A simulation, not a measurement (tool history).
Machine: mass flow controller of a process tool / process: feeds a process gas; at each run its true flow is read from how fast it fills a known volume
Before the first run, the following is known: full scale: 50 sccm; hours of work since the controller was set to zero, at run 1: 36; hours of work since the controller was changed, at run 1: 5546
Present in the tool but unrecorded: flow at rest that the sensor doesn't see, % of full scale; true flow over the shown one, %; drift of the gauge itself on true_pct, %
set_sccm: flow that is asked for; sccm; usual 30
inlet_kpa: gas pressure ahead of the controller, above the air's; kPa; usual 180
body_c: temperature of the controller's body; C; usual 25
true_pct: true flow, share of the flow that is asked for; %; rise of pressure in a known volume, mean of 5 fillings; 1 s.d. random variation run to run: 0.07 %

run    hour  set_sccm  inlet_kpa  body_c  hours of work since the controller was set to zero  hours of work since the controller was changed  true_pct
  1     0.0        30        180      25                                                  36                                            5546    100.73
  2   383.0        30        180      25                                                 259                                            5769    101.02
  3   538.7        30        180      25                                                 350                                            5860    101.17
  4   801.6         7        180      25                                                 503                                            6013    100.59
  5   962.5        10        180      25                                                 597                                            6107    100.52
  6  1127.5        10        225      25                                                 693                                            6203    100.26
  7  1289.4        10        225      25                                                 787                                            6298    100.58
  8  1497.6        10        225      25                                                 909                                            6419    100.62
  9  1742.8        10        225      25                                                1052                                            6562    100.65
     1807.2  -- controller exchanged for a calibrated one
 10  2123.6        10        180      25                                                 184                                             184     98.33
 11  2499.9        43        180      25                                                 404                                             404     99.99
 12  2865.0        30        180      40                                                 616                                             616     99.70
 13  3089.8        17        146      24                                                 747                                             747     99.35
 14  3332.6         6        198      22                                                 889                                             889     99.17
 15  3674.6        30        254      32                                                1088                                            1088     99.29
 16  3911.7        15        270      29                                                1226                                            1226     98.97
 17  4180.7        30        140      30                                                1383                                            1383    100.20
 18  4564.5        30        140      30                                                1607                                            1607    100.47
 19  4912.7        18        140      35                                                1810                                            1810    100.26
 20  5194.2        30        274      37                                                1974                                            1974     99.97
 21  5530.0        30        274      37                                                2169                                            2169    100.02
 22  5854.8         9        170      25                                                2359                                            2359    100.78
 23  6195.4        35        216      25                                                2557                                            2557    100.31

Forecast each of these 5 alternatives for the next run:
  A  6371.0        30        223      25                                                2659                                            2659         ?
  B  6371.0        30        217      26                                                2659                                            2659         ?
  C  6371.0        21        163      29                                                2659                                            2659         ?
  D  6371.0        30        272      37                                                2659                                            2659         ?
  E  6371.0         7        226      29                                                2659                                            2659         ?

run  true_pct
  A    100.19
  B    100.33
  C    100.55
  D    100.30
  E    101.40
Had the tool no hidden state, the same runs would have come out as:
run  true_pct
  A     98.85
  B     98.99
  C     98.93
  D     98.95
  E     97.92
